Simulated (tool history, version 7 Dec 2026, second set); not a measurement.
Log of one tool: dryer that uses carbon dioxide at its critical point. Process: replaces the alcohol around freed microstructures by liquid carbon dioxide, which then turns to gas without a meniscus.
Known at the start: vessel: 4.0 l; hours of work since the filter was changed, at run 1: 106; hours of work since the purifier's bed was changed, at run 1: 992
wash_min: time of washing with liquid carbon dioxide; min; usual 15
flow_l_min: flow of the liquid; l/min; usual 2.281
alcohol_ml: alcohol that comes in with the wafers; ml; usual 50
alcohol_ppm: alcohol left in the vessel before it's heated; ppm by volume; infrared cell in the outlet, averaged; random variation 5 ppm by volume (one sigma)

run,day,wash_min,flow_l_min,alcohol_ml,hours of work since the filter was changed,hours of work since the purifier's bed was changed,alcohol_ppm
1,0,15,2.281,50,106,992,124
2,1.746,15,2.281,111,128,1014,142
# day 2.217: purifier's bed changed
3,2.929,15,2.281,111,142,9,41
4,4.254,15,2.281,111,159,26,46
5,6.379,21,2.281,50,186,53,12
6,7.792,21,2.281,50,204,71,17
7,9.308,21,2.281,50,223,90,20
8,11.338,21,2.87,50,249,116,18
# day 12.154: inlet filter changed
9,13.512,21,2.87,50,17,143,25
10,14.842,15,2.76,24,34,160,36

The same runs without the tool's hidden state, with the same run-to-run variation:
The hidden state here: flow that reaches the vessel past the clogged filter, %; alcohol in the recycled carbon dioxide, ppm; drift of the gauge itself on alcohol_ppm, %.
run,alcohol_ppm
1,22
2,30
3,29
4,31
5,5
6,9
7,9
8,6
9,10
10,20
